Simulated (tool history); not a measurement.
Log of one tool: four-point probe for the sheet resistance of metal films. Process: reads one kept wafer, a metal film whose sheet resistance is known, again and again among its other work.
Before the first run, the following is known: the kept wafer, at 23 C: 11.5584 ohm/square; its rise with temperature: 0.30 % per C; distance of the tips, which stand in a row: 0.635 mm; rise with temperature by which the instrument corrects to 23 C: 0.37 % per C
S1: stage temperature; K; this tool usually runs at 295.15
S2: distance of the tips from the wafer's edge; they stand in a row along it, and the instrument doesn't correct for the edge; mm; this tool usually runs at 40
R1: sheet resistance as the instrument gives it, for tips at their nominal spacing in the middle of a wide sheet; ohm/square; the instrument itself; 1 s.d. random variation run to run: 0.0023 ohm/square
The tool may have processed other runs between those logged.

run	hour	S1	S2	R1
1	0.0	295.15	40	11.722588
2	71.1	295.15	40	11.727997
3	119.0	297.15	40	11.714627
# hour 164.5: stage's thermometer calibrated
4	174.6	297.15	7	11.741417
5	218.3	295.15	40	11.709605
6	274.7	296.15	40	11.700452
7	334.1	296.15	40	11.710384
8	370.4	295.15	40	11.723233
9	423.6	295.15	40	11.726342
10	457.0	295.15	7	11.776281
11	493.4	299.15	10	11.715401
# hour 552.3: new probe head fitted
12	560.9	293.15	8	11.595347
13	610.7	300.15	38	11.510481
14	686.1	295.15	57	11.554143
15	731.1	297.15	14	11.555404
16	779.2	293.15	14	11.586271
17	815.9	297.15	60	11.545974
18	853.6	297.15	60	11.545946
19	916.5	297.15	60	11.550482
20	972.7	297.15	60	11.556068

Branching from run 20: 4 alternative next runs. What would each branch give?
A	1034.5	297.15	24	?
B	1034.5	299.15	19	?
C	1034.5	292.15	7	?
D	1034.5	301.15	67	?

run	R1
A	11.564642
B	11.551426
C	11.654945
D	11.533061
Stripped of hidden state, with their random variation kept, the same runs would have yielded:
run	R1
A	11.554462
B	11.541309
C	11.644553
D	11.523011
